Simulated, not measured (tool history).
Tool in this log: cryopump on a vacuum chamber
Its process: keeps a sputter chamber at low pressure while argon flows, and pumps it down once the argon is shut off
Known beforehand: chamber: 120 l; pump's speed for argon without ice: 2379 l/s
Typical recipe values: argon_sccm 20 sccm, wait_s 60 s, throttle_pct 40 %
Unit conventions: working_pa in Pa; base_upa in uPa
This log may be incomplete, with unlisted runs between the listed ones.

{"run": 1, "hour": 0.0, "argon_sccm": 20, "wait_s": 60, "throttle_pct": 40, "working_pa": 0.0399, "base_upa": 1.46}
{"run": 2, "hour": 20.1, "argon_sccm": 20, "wait_s": 60, "throttle_pct": 40, "working_pa": 0.0398, "base_upa": 1.58}
{"run": 3, "hour": 60.9, "argon_sccm": 20, "wait_s": 60, "throttle_pct": 40, "working_pa": 0.0396, "base_upa": 1.54}
{"run": 4, "hour": 90.2, "argon_sccm": 20, "wait_s": 54, "throttle_pct": 40, "working_pa": 0.0396, "base_upa": 1.74}
{"run": 5, "hour": 125.5, "argon_sccm": 20, "wait_s": 54, "throttle_pct": 40, "working_pa": 0.0399, "base_upa": 1.72}
{"run": 6, "hour": 148.0, "argon_sccm": 20, "wait_s": 54, "throttle_pct": 40, "working_pa": 0.0398, "base_upa": 1.76}
{"run": 7, "hour": 166.9, "argon_sccm": 20, "wait_s": 54, "throttle_pct": 40, "working_pa": 0.0402, "base_upa": 1.79}
{"run": 8, "hour": 206.7, "argon_sccm": 20, "wait_s": 54, "throttle_pct": 40, "working_pa": 0.0404, "base_upa": 1.75}
{"run": 9, "hour": 228.5, "argon_sccm": 20, "wait_s": 54, "throttle_pct": 40, "working_pa": 0.0413, "base_upa": 1.83}
{"run": 10, "hour": 251.8, "argon_sccm": 20, "wait_s": 54, "throttle_pct": 40, "working_pa": 0.0412, "base_upa": 1.92}
{"run": 11, "hour": 270.9, "argon_sccm": 20, "wait_s": 54, "throttle_pct": 40, "working_pa": 0.0417, "base_upa": 1.9}
{"run": 12, "hour": 315.2, "argon_sccm": 20, "wait_s": 54, "throttle_pct": 40, "working_pa": 0.0425, "base_upa": 1.97}
{"run": 13, "hour": 348.3, "argon_sccm": 20, "wait_s": 60, "throttle_pct": 47, "working_pa": 0.0371, "base_upa": 1.96}
{"run": 14, "hour": 382.1, "argon_sccm": 20, "wait_s": 60, "throttle_pct": 47, "working_pa": 0.038, "base_upa": 2.06}
{"run": 15, "hour": 413.1, "argon_sccm": 20, "wait_s": 153, "throttle_pct": 40, "working_pa": 0.0433, "base_upa": 1.83}
{"run": 16, "hour": 439.9, "argon_sccm": 20, "wait_s": 153, "throttle_pct": 40, "working_pa": 0.0431, "base_upa": 1.81}
{"hour": 464.6, "done": "pump warmed up, emptied and cooled again"}
{"run": 17, "hour": 466.6, "argon_sccm": 20, "wait_s": 153, "throttle_pct": 40, "working_pa": 0.0357, "base_upa": 1.28}
{"run": 18, "hour": 502.7, "argon_sccm": 24, "wait_s": 123, "throttle_pct": 41, "working_pa": 0.042, "base_upa": 1.35}
{"run": 19, "hour": 537.4, "argon_sccm": 24, "wait_s": 123, "throttle_pct": 41, "working_pa": 0.0419, "base_upa": 1.39}
{"run": 20, "hour": 571.4, "argon_sccm": 24, "wait_s": 123, "throttle_pct": 41, "working_pa": 0.0425, "base_upa": 1.52}
{"run": 21, "hour": 610.4, "argon_sccm": 24, "wait_s": 123, "throttle_pct": 41, "working_pa": 0.0424, "base_upa": 1.5}
{"run": 22, "hour": 635.3, "argon_sccm": 24, "wait_s": 123, "throttle_pct": 41, "working_pa": 0.0431, "base_upa": 1.55}

For run 23, what comes out?
{"run": 23, "hour": 669.4, "argon_sccm": 9, "wait_s": 21, "throttle_pct": 39, "working_pa": "?", "base_upa": "?"}

{"run 23": {"working_pa": 0.0171, "base_upa": 2.69}}
With no hidden state in the tool, this same run would have given working_pa 0.0165 Pa, base_upa 1.49 uPa.
